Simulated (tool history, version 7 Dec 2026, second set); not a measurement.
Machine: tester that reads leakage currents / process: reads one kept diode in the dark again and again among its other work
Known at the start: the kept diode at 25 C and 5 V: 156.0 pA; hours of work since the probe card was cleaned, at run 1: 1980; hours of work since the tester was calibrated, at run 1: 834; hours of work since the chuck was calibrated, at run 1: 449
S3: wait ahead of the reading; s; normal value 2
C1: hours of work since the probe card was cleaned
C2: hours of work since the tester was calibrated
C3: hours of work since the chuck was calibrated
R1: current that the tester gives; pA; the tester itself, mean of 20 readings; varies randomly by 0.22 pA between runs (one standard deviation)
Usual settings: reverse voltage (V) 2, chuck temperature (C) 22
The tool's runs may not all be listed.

{"run": 1, "day": 0.0, "reverse voltage (V)": 2, "chuck temperature (C)": 22, "S3": 2, "C1": 1980, "C2": 834, "C3": 449, "R1": 70.84}
{"run": 2, "day": 2.096, "reverse voltage (V)": 2, "chuck temperature (C)": 22, "S3": 2, "C1": 2015, "C2": 870, "C3": 484, "R1": 71.13}
{"run": 3, "day": 4.083, "reverse voltage (V)": 2, "chuck temperature (C)": 22, "S3": 1.88, "C1": 2049, "C2": 903, "C3": 518, "R1": 71.15}
{"run": 4, "day": 5.183, "reverse voltage (V)": 2, "chuck temperature (C)": 22, "S3": 1.88, "C1": 2067, "C2": 922, "C3": 536, "R1": 70.97}
{"run": 5, "day": 6.538, "reverse voltage (V)": 2, "chuck temperature (C)": 22, "S3": 1.88, "C1": 2090, "C2": 945, "C3": 559, "R1": 70.61}
{"run": 6, "day": 8.192, "reverse voltage (V)": 2, "chuck temperature (C)": 22, "S3": 1.88, "C1": 2118, "C2": 973, "C3": 587, "R1": 70.69}
{"run": 7, "day": 9.862, "reverse voltage (V)": 2, "chuck temperature (C)": 22, "S3": 1.88, "C1": 2146, "C2": 1001, "C3": 615, "R1": 71.34}
{"run": 8, "day": 11.892, "reverse voltage (V)": 7.33, "chuck temperature (C)": 22, "S3": 1.88, "C1": 2180, "C2": 1035, "C3": 649, "R1": 149.96}
{"run": 9, "day": 13.9, "reverse voltage (V)": 7.33, "chuck temperature (C)": 22, "S3": 1.88, "C1": 2214, "C2": 1069, "C3": 683, "R1": 148.94}
{"run": 10, "day": 15.904, "reverse voltage (V)": 7.33, "chuck temperature (C)": 22, "S3": 1.88, "C1": 2248, "C2": 1103, "C3": 717, "R1": 149.06}
{"run": 11, "day": 17.779, "reverse voltage (V)": 7.33, "chuck temperature (C)": 31, "S3": 1.88, "C1": 2280, "C2": 1134, "C3": 749, "R1": 329.07}
{"run": 12, "day": 19.7, "reverse voltage (V)": 2, "chuck temperature (C)": 22, "S3": 2.95, "C1": 2312, "C2": 1167, "C3": 781, "R1": 71.4}
{"run": 13, "day": 21.121, "reverse voltage (V)": 2, "chuck temperature (C)": 22, "S3": 2.95, "C1": 2336, "C2": 1191, "C3": 805, "R1": 70.65}
{"run": 14, "day": 23.025, "reverse voltage (V)": 2, "chuck temperature (C)": 22, "S3": 2.95, "C1": 2368, "C2": 1223, "C3": 837, "R1": 70.71}
{"run": 15, "day": 24.654, "reverse voltage (V)": 8.88, "chuck temperature (C)": 30, "S3": 0.41, "C1": 2396, "C2": 1250, "C3": 865, "R1": 339.08}
{"run": 16, "day": 25.796, "reverse voltage (V)": 1.12, "chuck temperature (C)": 38, "S3": 1.18, "C1": 2415, "C2": 1270, "C3": 884, "R1": 200.71}
{"run": 17, "day": 27.629, "reverse voltage (V)": 2.3, "chuck temperature (C)": 54, "S3": 2, "C1": 2446, "C2": 1300, "C3": 915, "R1": 1041.82}
{"run": 18, "day": 29.171, "reverse voltage (V)": 2.3, "chuck temperature (C)": 54, "S3": 2, "C1": 2472, "C2": 1326, "C3": 941, "R1": 1047.21}
{"run": 19, "day": 30.967, "reverse voltage (V)": 9.41, "chuck temperature (C)": 34, "S3": 1.36, "C1": 2502, "C2": 1357, "C3": 971, "R1": 488.22}
{"run": 20, "day": 32.933, "reverse voltage (V)": 9.41, "chuck temperature (C)": 34, "S3": 1.36, "C1": 2535, "C2": 1390, "C3": 1004, "R1": 490.02}
{"run": 21, "day": 34.279, "reverse voltage (V)": 1.03, "chuck temperature (C)": 39, "S3": 4.31, "C1": 2558, "C2": 1413, "C3": 1027, "R1": 207.91}
{"run": 22, "day": 35.65, "reverse voltage (V)": 1.03, "chuck temperature (C)": 39, "S3": 0.53, "C1": 2581, "C2": 1436, "C3": 1050, "R1": 209.14}
{"run": 23, "day": 36.675, "reverse voltage (V)": 1.03, "chuck temperature (C)": 39, "S3": 0.53, "C1": 2598, "C2": 1453, "C3": 1068, "R1": 207.6}

Estimate the outcome of run 24 from the log above:
{"run": 24, "day": 38.717, "reverse voltage (V)": 1.03, "chuck temperature (C)": 39, "S3": 0.53, "C1": 2633, "C2": 1487, "C3": 1102, "R1": "?"}

Logged for run 24: R1 208.09 pA.
Had the tool carried no hidden state, the very same run would have given R1 208.18 pA.
